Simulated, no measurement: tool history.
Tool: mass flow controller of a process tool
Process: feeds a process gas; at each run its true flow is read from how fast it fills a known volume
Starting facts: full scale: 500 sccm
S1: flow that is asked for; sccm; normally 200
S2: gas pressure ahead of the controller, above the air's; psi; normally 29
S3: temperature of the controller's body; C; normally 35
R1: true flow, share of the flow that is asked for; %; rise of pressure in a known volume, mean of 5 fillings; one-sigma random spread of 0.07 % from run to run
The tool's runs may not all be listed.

run    hour   S1    S2  S3     R1
  1       0  200    29  35  99.42
  2     225  200    29  35  99.46
  3   545.1  200    29  35  99.37
  4   894.7  200    29  35  99.55
  5  1294.7  200    29  35  99.51
  6  1540.8  200    29  22  98.36
  7  1927.6  200    29  22   98.4
  8  2230.9  423    29  22  99.64
  9  2578.8  423    29  22  99.44
 10  2862.7  104  32.5  21  97.61
 11  3056.9  397    29  21  99.47
 12  3410.5  143  31.6  21  97.98
 13  3760.3  143  31.6  21  98.07
 14  4016.4   95    27  35   99.4
 15  4236.2   95    27  35  99.27
 16  4410.2  113    27  23  98.27
 17  4679.4  113    27  23  98.25

Some steps in R1, run to run, broken into two amounts with sign: the step expected even without the hidden condition (settings, incoming material, random variation), and the rest, left for the hidden condition together with whatever gauge scatter is not in both the measured and the hidden-condition-free result:
The tool's hidden condition here consists of: flow at rest that the sensor doesn't see, % of full scale; true flow over the shown one, %; drift of the gauge itself on true_pct, %.
Run 6 -> 7: no setting touched and nothing written in the log between the runs. R1 +0.04 %: hidden state +0.06, all else -0.02.
Run 10 -> 11: S1 104 -> 397, S2 32.5 -> 29. R1 +1.86 %: hidden state +0.05, all else +1.81.
